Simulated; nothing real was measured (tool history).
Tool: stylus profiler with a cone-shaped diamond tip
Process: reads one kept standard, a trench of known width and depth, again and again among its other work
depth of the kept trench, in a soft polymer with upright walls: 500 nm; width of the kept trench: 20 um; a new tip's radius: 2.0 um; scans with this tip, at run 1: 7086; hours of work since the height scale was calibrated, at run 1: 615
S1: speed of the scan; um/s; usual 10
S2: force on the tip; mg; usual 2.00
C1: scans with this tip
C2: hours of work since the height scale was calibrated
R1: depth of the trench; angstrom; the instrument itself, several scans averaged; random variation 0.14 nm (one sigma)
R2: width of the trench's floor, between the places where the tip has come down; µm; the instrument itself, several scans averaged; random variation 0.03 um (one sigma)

Run 1, hour 0.0: usual settings; C1 7086; C2 615. Result: R1 5040.1 angstrom, R2 16.91 µm.
Run 2, hour 52.1: usual settings but S2 2.50 mg; C1 7377; C2 640. Result: R1 5047.8 angstrom, R2 16.95 µm.
Run 3, hour 115.7: usual settings but S2 2.50 mg; C1 7732; C2 671. Result: R1 5052.0 angstrom, R2 16.94 µm.
Run 4, hour 156.2: usual settings but S2 2.50 mg; C1 7958; C2 690. Result: R1 5049.9 angstrom, R2 16.93 µm.
Run 5, hour 203.1: usual settings but S2 2.50 mg; C1 8220; C2 713. Result: R1 5048.6 angstrom, R2 16.90 µm.
Run 6, hour 243.6: usual settings but S2 2.50 mg; C1 8446; C2 733. Result: R1 5048.8 angstrom, R2 16.86 µm.
Run 7, hour 313.1: usual settings; C1 8834; C2 766. Result: R1 5044.9 angstrom, R2 16.86 µm.
At hour 318.7: height scale calibrated on a step standard.
Run 8, hour 355.7: usual settings but S1 14 um/s, S2 1.61 mg; C1 9069; C2 18. Result: R1 5043.4 angstrom, R2 16.82 µm.
Run 9, hour 396.1: usual settings but S1 18 um/s, S2 1.73 mg; C1 9295; C2 37. Result: R1 5045.7 angstrom, R2 16.75 µm.
Run 10, hour 461.1: usual settings but S1 18 um/s, S2 1.73 mg; C1 9658; C2 69. Result: R1 5044.6 angstrom, R2 16.75 µm.
Run 11, hour 509.1: usual settings but S1 5 um/s, S2 4.69 mg; C1 9926; C2 92. Result: R1 5079.3 angstrom, R2 16.80 µm.
Run 12, hour 539.4: usual settings but S1 6 um/s, S2 2.20 mg; C1 10096; C2 107. Result: R1 5047.8 angstrom, R2 16.88 µm.
Run 13, hour 605.6: usual settings but S1 2 um/s, S2 1.79 mg; C1 10466; C2 139. Result: R1 5046.9 angstrom, R2 16.83 µm.
Run 14, hour 649.0: usual settings but S1 2 um/s, S2 1.79 mg; C1 10708; C2 160. Result: R1 5048.5 angstrom, R2 16.77 µm.

3 ways to go on from here, each from the tool as it stands after run 14. What would each give?
Run A, hour 691.5: usual settings but S1 30 um/s, S2 3.05 mg; C1 10946; C2 181. Result: R1 ?, R2 ?.
Run B, hour 691.5: usual settings but S1 5 um/s, S2 1.41 mg; C1 10946; C2 181. Result: R1 ?, R2 ?.
Run C, hour 691.5: usual settings but S2 0.91 mg; C1 10946; C2 181. Result: R1 ?, R2 ?.

run      R1     R2
  A  5061.5  16.72
  B  5039.2  16.77
  C  5032.0  16.73
Without the tool's hidden state the same runs would have given:
run      R1     R2
  A  5053.0  17.29
  B  5030.7  17.34
  C  5023.5  17.30
